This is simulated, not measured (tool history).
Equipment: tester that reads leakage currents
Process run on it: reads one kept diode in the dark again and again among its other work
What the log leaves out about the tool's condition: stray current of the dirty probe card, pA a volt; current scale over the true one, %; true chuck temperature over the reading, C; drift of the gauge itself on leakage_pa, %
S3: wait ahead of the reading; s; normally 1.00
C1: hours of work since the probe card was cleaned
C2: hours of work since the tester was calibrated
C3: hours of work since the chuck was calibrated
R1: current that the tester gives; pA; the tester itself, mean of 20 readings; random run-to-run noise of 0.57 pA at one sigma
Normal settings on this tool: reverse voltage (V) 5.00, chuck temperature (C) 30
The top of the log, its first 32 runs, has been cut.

{"run": 33, "hour": 2534.7, "reverse voltage (V)": 1.98, "chuck temperature (C)": 29, "S3": 1.0, "C1": 1712, "C2": 2343, "C3": 219, "R1": 107.16}
{"run": 34, "hour": 2644.0, "reverse voltage (V)": 14.3, "chuck temperature (C)": 27, "S3": 4.24, "C1": 1774, "C2": 2406, "C3": 282, "R1": 243.49}
{"run": 35, "hour": 2746.1, "reverse voltage (V)": 5.0, "chuck temperature (C)": 30, "S3": 3.22, "C1": 1833, "C2": 2464, "C3": 340, "R1": 187.91}
{"run": 36, "hour": 2796.1, "reverse voltage (V)": 5.0, "chuck temperature (C)": 42, "S3": 5.75, "C1": 1861, "C2": 2493, "C3": 369, "R1": 532.35}
{"run": 37, "hour": 2916.0, "reverse voltage (V)": 1.1, "chuck temperature (C)": 22, "S3": 0.92, "C1": 1930, "C2": 2561, "C3": 437, "R1": 41.35}
{"run": 38, "hour": 3035.2, "reverse voltage (V)": 3.34, "chuck temperature (C)": 50, "S3": 1.0, "C1": 1998, "C2": 2630, "C3": 506, "R1": 837.24}
{"run": 39, "hour": 3117.2, "reverse voltage (V)": 3.94, "chuck temperature (C)": 31, "S3": 0.87, "C1": 2045, "C2": 2676, "C3": 552, "R1": 183.1}
{"hour": 3136.9, "done": "chuck's temperature calibrated"}
{"run": 40, "hour": 3237.2, "reverse voltage (V)": 2.28, "chuck temperature (C)": 55, "S3": 7.31, "C1": 2112, "C2": 2744, "C3": 57, "R1": 1015.67}

Consider 3 possible next runs. They are alternatives, not a sequence: every one starts from the tool as it was left by run 40. What does each give?
{"run": "A", "hour": 3312.7, "reverse voltage (V)": 4.08, "chuck temperature (C)": 26, "S3": 1.72, "C1": 2155, "C2": 2787, "C3": 101, "R1": "?"}
{"run": "B", "hour": 3312.7, "reverse voltage (V)": 9.31, "chuck temperature (C)": 55, "S3": 6.69, "C1": 2155, "C2": 2787, "C3": 101, "R1": "?"}
{"run": "C", "hour": 3312.7, "reverse voltage (V)": 4.3, "chuck temperature (C)": 53, "S3": 4.29, "C1": 2155, "C2": 2787, "C3": 101, "R1": "?"}

run=A R1=117.30
run=B R1=2081.58
run=C R1=1209.40
Had the tool no hidden state, the same runs would have come out as:
run=A R1=117.25
run=B R1=2082.31
run=C R1=1209.86
